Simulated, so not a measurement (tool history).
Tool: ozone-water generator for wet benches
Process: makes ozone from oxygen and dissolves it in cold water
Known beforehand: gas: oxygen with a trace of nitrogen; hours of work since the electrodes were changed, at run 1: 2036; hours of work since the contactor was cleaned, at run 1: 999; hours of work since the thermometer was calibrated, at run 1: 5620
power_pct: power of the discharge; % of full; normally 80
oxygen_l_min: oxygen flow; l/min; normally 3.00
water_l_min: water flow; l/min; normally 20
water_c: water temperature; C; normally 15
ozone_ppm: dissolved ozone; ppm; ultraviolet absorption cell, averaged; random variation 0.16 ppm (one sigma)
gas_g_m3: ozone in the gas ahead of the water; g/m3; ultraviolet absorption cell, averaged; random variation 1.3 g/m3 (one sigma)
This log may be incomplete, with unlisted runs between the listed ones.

run	hour	power_pct	oxygen_l_min	water_l_min	water_c	hours of work since the electrodes were changed	hours of work since the contactor was cleaned	hours of work since the thermometer was calibrated	ozone_ppm	gas_g_m3
1	0.0	80	3.00	20	15	2036	999	5620	19.1	224.3
2	149.1	80	3.00	20	15	2175	1139	5759	18.4	222.3
3	283.2	80	3.00	20	15	2300	1264	5884	18.7	223.0
4	378.3	80	3.00	20	15	2389	1353	5973	18.7	221.2
# hour 398.0: water thermometer calibrated
5	446.0	80	3.00	20	15	2452	1415	45	18.9	221.4
6	552.0	80	3.00	20	15	2551	1514	144	18.8	222.8
7	677.9	80	3.00	20	15	2668	1632	261	18.9	220.6
8	750.9	80	4.90	20	15	2736	1700	330	21.0	183.6
9	841.0	80	2.26	20	15	2820	1784	414	17.0	246.3
10	956.1	80	2.26	20	15	2928	1892	521	16.8	248.0
11	1033.4	80	3.00	13	15	3000	1964	593	27.6	220.0
12	1146.1	71	3.00	20	15	3105	2069	699	17.0	201.4
13	1279.5	59	3.00	20	15	3230	2194	823	14.9	176.7
14	1396.6	59	3.00	20	15	3339	2303	932	14.8	177.4
15	1544.8	80	3.00	20	15	3478	2441	1071	18.4	219.8
16	1628.7	80	3.00	20	15	3556	2520	1149	18.4	217.8
17	1732.0	57	2.72	20	10	3652	2616	1246	14.4	178.9
18	1805.6	57	2.72	16	14	3721	2685	1314	17.3	177.7
19	1941.2	57	2.72	16	15	3848	2812	1441	17.3	177.9
20	2011.0	63	4.75	16	15	3913	2877	1506	20.8	152.6
21	2119.2	52	1.55	18	19	4014	2978	1607	11.7	208.5
22	2212.2	80	4.78	16	7	4101	3065	1694	27.3	179.6
23	2298.6	80	3.02	20	15	4182	3145	1775	18.2	216.8
24	2366.6	80	1.87	20	22	4245	3209	1838	14.7	263.7
25	2499.9	83	4.77	17	15	4370	3333	1963	24.0	181.3
26	2581.7	67	1.93	17	9	4446	3410	2039	16.9	227.1
27	2655.7	67	1.93	17	9	4515	3479	2108	17.1	227.6
28	2802.2	46	1.93	17	9	4652	3616	2245	13.2	175.6
29	2888.2	47	3.00	19	22	4732	3696	2325	12.0	146.9
30	2998.5	58	3.66	29	22	4835	3799	2428	9.5	156.7
31	3093.0	80	3.00	18	15	4923	3887	2516	19.5	214.3
32	3215.2	92	1.86	22	15	5037	4001	2631	15.0	283.6

Below are 3 alternative next runs, each starting from the tool's condition after run 32. Predict each:
A	3334.1	80	3.00	15	15	5148	4112	2741	?	?
B	3334.1	51	2.87	18	15	5148	4112	2741	?	?
C	3334.1	56	4.36	31	15	5148	4112	2741	?	?

run	ozone_ppm	gas_g_m3
A	23.3	213.0
B	14.3	158.5
C	9.5	143.0
Take away the tool's hidden state, keep each run's random variation, and the runs would have read:
run	ozone_ppm	gas_g_m3
A	26.1	232.0
B	15.7	168.4
C	10.7	152.6
